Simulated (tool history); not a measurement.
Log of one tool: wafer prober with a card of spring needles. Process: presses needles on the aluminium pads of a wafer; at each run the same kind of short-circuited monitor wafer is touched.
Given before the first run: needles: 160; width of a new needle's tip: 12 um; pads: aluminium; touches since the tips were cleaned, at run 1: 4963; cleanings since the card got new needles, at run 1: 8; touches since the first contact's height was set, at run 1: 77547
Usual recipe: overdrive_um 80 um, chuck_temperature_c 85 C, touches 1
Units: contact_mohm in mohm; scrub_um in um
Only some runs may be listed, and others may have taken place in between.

run   hour  overdrive_um  chuck_temperature_c  touches  touches since the tips were cleaned  cleanings since the card got new needles  touches since the first contact's height was set  contact_mohm  scrub_um
  1    0.0            80                   85        1                                 4963                                         8                                             77547           228     11.07
  2   12.7            80                   85        1                                 7854                                         8                                             80438           226     11.19
      14.8  -- tips cleaned on abrasive film
  3   23.1            80                   85        1                                 1898                                         9                                             82785           222     11.08
  4   30.1            80                   85        1                                 3504                                         9                                             84391           226     11.21
  5   40.6            80                   85        1                                 5900                                         9                                             86787           227     11.12
      51.6  -- tips cleaned on abrasive film
  6   55.0            80                   85        1                                  780                                        10                                             90040           215     11.14
  7   67.3            66                   85        1                                 3591                                        10                                             92851           230      9.20
  8   78.6            80                   80        1                                 6166                                        10                                             95426           224     11.19
  9   84.7            80                   86        1                                 7550                                        10                                             96810           230     11.12
      88.3  -- tips cleaned on abrasive film
 10   95.5            80                   86        1                                 1648                                        11                                             99252           220     11.11
 11  108.5            80                   86        1                                 4606                                        11                                            102210           229     11.14
 12  118.2            80                   86        1                                 6820                                        11                                            104424           230     11.21
     124.7  -- tips cleaned on abrasive film
 13  132.4            80                   86        1                                 1757                                        12                                            107637           221     11.11
 14  143.1            80                   85        1                                 4186                                        12                                            110066           226     11.13
 15  152.9            80                   85        1                                 6418                                        12                                            112298           227     11.12
     161.1  -- tips cleaned on abrasive film
 16  161.7            67                   25        1                                  141                                        13                                            114286           204      9.25
 17  170.1            85                   35        1                                 2067                                        13                                            116212           206     11.78
 18  177.5            60                   91        1                                 3744                                        13                                            117889           236      8.34
 19  186.3            77                   26        3                                 5759                                        13                                            119904           206     10.69
 20  194.4            77                   26        3                                 7610                                        13                                            121755           207     10.70
     197.9  -- tips cleaned on abrasive film
 21  202.8            77                   26        3                                 1127                                        14                                            123644           201     10.69
 22  216.5            63                   60        2                                 4240                                        14                                            126757           218      8.70
 23  230.1            80                   85        2                                 7338                                        14                                            129855           219     11.13
     234.6  -- tips cleaned on abrasive film
 24  244.2            88                   50        3                                 2175                                        15                                            133045           207     12.26
 25  257.6            89                   30        2                                 5245                                        15                                            136115           206     12.27
     271.1  -- tips cleaned on abrasive film
 26  271.5            78                  104        2                                   85                                        16                                            139252           214     10.80
 27  284.9            80                   85        2                                 3128                                        16                                            142295           219     11.04

5 options for the next run, each taken on its own from the tool as it stands now. Forecast them:
  A  293.2            74                   85        2                                 5024                                        16                                            144191             ?         ?
  B  293.2            73                   99        2                                 5024                                        16                                            144191             ?         ?
  C  293.2            99                   77        1                                 5024                                        16                                            144191             ?         ?
  D  293.2            75                   30        2                                 5024                                        16                                            144191             ?         ?
  E  293.2            80                   85        2                                 5024                                        16                                            144191             ?         ?

run  contact_mohm  scrub_um
  A           219     10.17
  B           226     10.09
  C           223     13.74
  D           208     10.31
  E           221     11.13
With the hidden condition removed and each run's random variation left untouched, the same runs would have given:
run  contact_mohm  scrub_um
  A           209     10.38
  B           216     10.30
  C           210     13.95
  D           198     10.52
  E           213     11.34
